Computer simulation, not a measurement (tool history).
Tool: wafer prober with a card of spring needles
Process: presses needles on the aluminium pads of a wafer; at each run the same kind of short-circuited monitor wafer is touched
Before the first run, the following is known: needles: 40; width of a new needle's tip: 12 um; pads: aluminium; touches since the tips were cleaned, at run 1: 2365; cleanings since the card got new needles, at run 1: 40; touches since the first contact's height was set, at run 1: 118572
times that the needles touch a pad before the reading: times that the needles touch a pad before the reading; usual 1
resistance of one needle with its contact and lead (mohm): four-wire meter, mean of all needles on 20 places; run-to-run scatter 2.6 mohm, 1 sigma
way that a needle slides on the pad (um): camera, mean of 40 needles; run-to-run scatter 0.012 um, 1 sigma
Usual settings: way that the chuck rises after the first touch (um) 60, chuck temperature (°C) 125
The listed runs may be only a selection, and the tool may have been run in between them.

run	hour	way that the chuck rises after the first touch (um)	chuck temperature (°C)	times that the needles touch a pad before the reading	touches since the tips were cleaned	cleanings since the card got new needles	touches since the first contact's height was set	resistance of one needle with its contact and lead (mohm)	way that a needle slides on the pad (um)
1	0	60	125	1	2365	40	118572	327	15.33
# hour 9.7: height of the first contact set anew
# hour 19.4: tips cleaned on abrasive film
# hour 53.5: tips cleaned on abrasive film
2	73.6	60	125	1	3782	42	11949	334	15.18
# hour 85: tips cleaned on abrasive film
# hour 117.7: tips cleaned on abrasive film
3	144.7	60	125	1	5067	44	25238	336	15.16
# hour 151.1: tips cleaned on abrasive film
4	179.7	60	125	1	5365	45	31774	341	15.13
# hour 186: tips cleaned on abrasive film
# hour 220.5: tips cleaned on abrasive film
# hour 251.6: tips cleaned on abrasive film
5	251.7	60	125	1	13	48	45201	298	15.09
# hour 268.6: height of the first contact set anew, once more
# hour 283.2: tips cleaned on abrasive film
6	291.4	60	125	1	1544	49	4249	314	15.57
# hour 314.1: tips cleaned on abrasive film
# hour 344.9: tips cleaned on abrasive film
7	349.9	60	125	1	937	51	15169	310	15.52
# hour 376.8: tips cleaned on abrasive film
# hour 410.1: tips cleaned on abrasive film
8	423	60	125	1	2419	53	28839	329	15.5
# hour 444.8: tips cleaned on abrasive film
9	464.6	60	125	1	3698	54	36607	332	15.49
# hour 474.8: tips cleaned on abrasive film
# hour 505.3: tips cleaned on abrasive film
10	531.9	60	125	1	4970	56	49183	338	15.47
# hour 537.9: tips cleaned on abrasive film
# hour 570.2: tips cleaned on abrasive film
11	594.2	60	125	1	4510	58	60837	335	15.44
# hour 603: tips cleaned on abrasive film
# hour 635.1: tips cleaned on abrasive film
12	644	60	113	1	1681	60	70131	317	15.43
# hour 667.3: tips cleaned on abrasive film
13	686.1	60	113	1	3524	61	77999	325	15.41
# hour 700.9: tips cleaned on abrasive film
# hour 730.3: tips cleaned on abrasive film
14	731.9	60	113	1	293	63	86536	297	15.4
# hour 760.3: tips cleaned on abrasive film
# hour 790.6: tips cleaned on abrasive film
15	801.8	60	113	1	2103	65	99608	322	15.37
# hour 825.4: tips cleaned on abrasive film
# hour 856: tips cleaned on abrasive film
16	861.4	65	125	2	1010	67	110736	309	16.63
# hour 887.1: tips cleaned on abrasive film
# hour 910.9: height of the first contact set anew
# hour 920.3: tips cleaned on abrasive film
17	935.4	68	125	3	2829	69	4556	302	17.62
# hour 952.3: tips cleaned on abrasive film
18	972.8	68	34	1	3838	70	11548	307	17.63
# hour 985.9: tips cleaned on abrasive film
19	1008.2	51	40	2	4176	71	18169	305	13.2
# hour 1019.7: tips cleaned on abrasive film
# hour 1049.6: tips cleaned on abrasive film
20	1059.4	54	40	2	1841	73	27732	287	13.95
# hour 1080: tips cleaned on abrasive film
# hour 1110: tips cleaned on abrasive film
21	1125.5	54	40	2	2904	75	40083	295	13.93
# hour 1140.3: tips cleaned on abrasive film
# hour 1173.1: tips cleaned on abrasive film
22	1190.5	54	40	2	3262	77	52232	291	13.92
# hour 1203: tips cleaned on abrasive film
# hour 1237.4: tips cleaned on abrasive film
23	1248.7	54	29	3	2122	79	63097	282	13.9
# hour 1267.3: tips cleaned on abrasive film
# hour 1297.9: tips cleaned on abrasive film
24	1304.4	61	119	3	1211	81	73499	296	15.7
# hour 1328.3: tips cleaned on abrasive film
# hour 1359.9: tips cleaned on abrasive film
25	1379.1	46	54	3	3593	83	87459	298	11.76

Run 26, settings as shown, results not yet in. Your forecast:
# hour 1389.1: tips cleaned on abrasive film
# hour 1424.5: tips cleaned on abrasive film
26	1444.6	48	109	2	3761	85	99693	?	?

Run 26 came out at resistance of one needle with its contact and lead (mohm) 326, way that a needle slides on the pad (um) 12.24.
If the tool had no hidden condition, the same run with the same run-to-run variation would have returned resistance of one needle with its contact and lead (mohm) 299, way that a needle slides on the pad (um) 12.44.

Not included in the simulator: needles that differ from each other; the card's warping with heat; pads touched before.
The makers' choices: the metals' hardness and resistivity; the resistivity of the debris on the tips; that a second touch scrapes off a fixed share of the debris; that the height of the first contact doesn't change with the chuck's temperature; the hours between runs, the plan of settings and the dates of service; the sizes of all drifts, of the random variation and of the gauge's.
